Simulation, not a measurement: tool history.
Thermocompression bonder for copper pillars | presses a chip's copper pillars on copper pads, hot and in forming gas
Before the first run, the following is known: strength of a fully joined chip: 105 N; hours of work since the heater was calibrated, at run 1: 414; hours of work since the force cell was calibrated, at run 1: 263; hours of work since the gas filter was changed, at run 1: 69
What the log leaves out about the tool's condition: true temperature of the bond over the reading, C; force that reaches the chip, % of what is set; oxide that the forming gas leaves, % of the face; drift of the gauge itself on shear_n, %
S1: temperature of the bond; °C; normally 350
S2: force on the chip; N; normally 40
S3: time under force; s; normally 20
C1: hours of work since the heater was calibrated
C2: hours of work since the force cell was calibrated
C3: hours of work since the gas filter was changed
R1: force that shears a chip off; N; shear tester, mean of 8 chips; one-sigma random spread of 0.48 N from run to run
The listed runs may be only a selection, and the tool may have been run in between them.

run 1 hour=0 | S1=350 S2=40 S3=20 | C1=414 C2=263 C3=69 | R1=44.6
run 2 hour=46.5 | S1=350 S2=40 S3=15 | C1=434 C2=283 C3=88 | R1=39.8
run 3 hour=95 | S1=350 S2=39 S3=20 | C1=455 C2=304 C3=109 | R1=43.5
-- hour=141.8 forming gas filter changed
run 4 hour=154.4 | S1=350 S2=39 S3=20 | C1=480 C2=329 C3=5 | R1=44.8
run 5 hour=185.7 | S1=350 S2=39 S3=26 | C1=493 C2=342 C3=19 | R1=48.1
run 6 hour=251.1 | S1=350 S2=39 S3=39 | C1=521 C2=370 C3=47 | R1=55.4
run 7 hour=313.1 | S1=350 S2=39 S3=39 | C1=547 C2=397 C3=73 | R1=56.3
run 8 hour=351 | S1=350 S2=39 S3=11 | C1=563 C2=413 C3=89 | R1=35.2
run 9 hour=412.6 | S1=350 S2=39 S3=11 | C1=590 C2=439 C3=115 | R1=34.9
-- hour=443.3 forming gas filter changed
run 10 hour=474.3 | S1=350 S2=40 S3=14 | C1=616 C2=465 C3=13 | R1=39.6
run 11 hour=531 | S1=350 S2=40 S3=14 | C1=640 C2=489 C3=37 | R1=39.5
run 12 hour=584.2 | S1=350 S2=40 S3=14 | C1=663 C2=512 C3=60 | R1=39.3
run 13 hour=617.4 | S1=350 S2=40 S3=14 | C1=677 C2=526 C3=74 | R1=40.1
run 14 hour=665.8 | S1=350 S2=40 S3=20 | C1=697 C2=547 C3=95 | R1=45.4
run 15 hour=724.8 | S1=350 S2=40 S3=20 | C1=723 C2=572 C3=120 | R1=44.8
-- hour=745.7 forming gas filter changed
run 16 hour=788.2 | S1=350 S2=40 S3=20 | C1=749 C2=599 C3=18 | R1=46
run 17 hour=844.5 | S1=350 S2=28 S3=20 | C1=773 C2=623 C3=42 | R1=35.6
run 18 hour=873.5 | S1=350 S2=28 S3=20 | C1=786 C2=635 C3=54 | R1=35.8
run 19 hour=934.2 | S1=350 S2=52 S3=49 | C1=812 C2=661 C3=80 | R1=70
run 20 hour=983.4 | S1=321 S2=30 S3=10 | C1=833 C2=682 C3=101 | R1=19.6
run 21 hour=1012.4 | S1=364 S2=30 S3=11 | C1=845 C2=694 C3=114 | R1=34
-- hour=1046.6 forming gas filter changed
run 22 hour=1071.3 | S1=320 S2=30 S3=19 | C1=870 C2=719 C3=11 | R1=26
run 23 hour=1114.4 | S1=320 S2=30 S3=19 | C1=888 C2=738 C3=29 | R1=25.9
run 24 hour=1176.6 | S1=341 S2=30 S3=19 | C1=915 C2=764 C3=55 | R1=33.5
-- hour=1196.8 heater calibrated with a thermocouple chip
run 25 hour=1223.9 | S1=341 S2=30 S3=19 | C1=12 C2=783 C3=75 | R1=28.9
run 26 hour=1274 | S1=341 S2=51 S3=19 | C1=33 C2=805 C3=96 | R1=44
run 27 hour=1320.7 | S1=361 S2=40 S3=24 | C1=53 C2=825 C3=116 | R1=49.9

Predict the results of run 28:
-- hour=1350.8 forming gas filter changed
run 28 hour=1371.5 | S1=355 S2=40 S3=20 | C1=74 C2=846 C3=9 | R1=?

{"run 28": {"R1": 43.4}}
Were there no unlogged condition in the tool, this run, its random variation unchanged, would have produced R1 44.1 N.
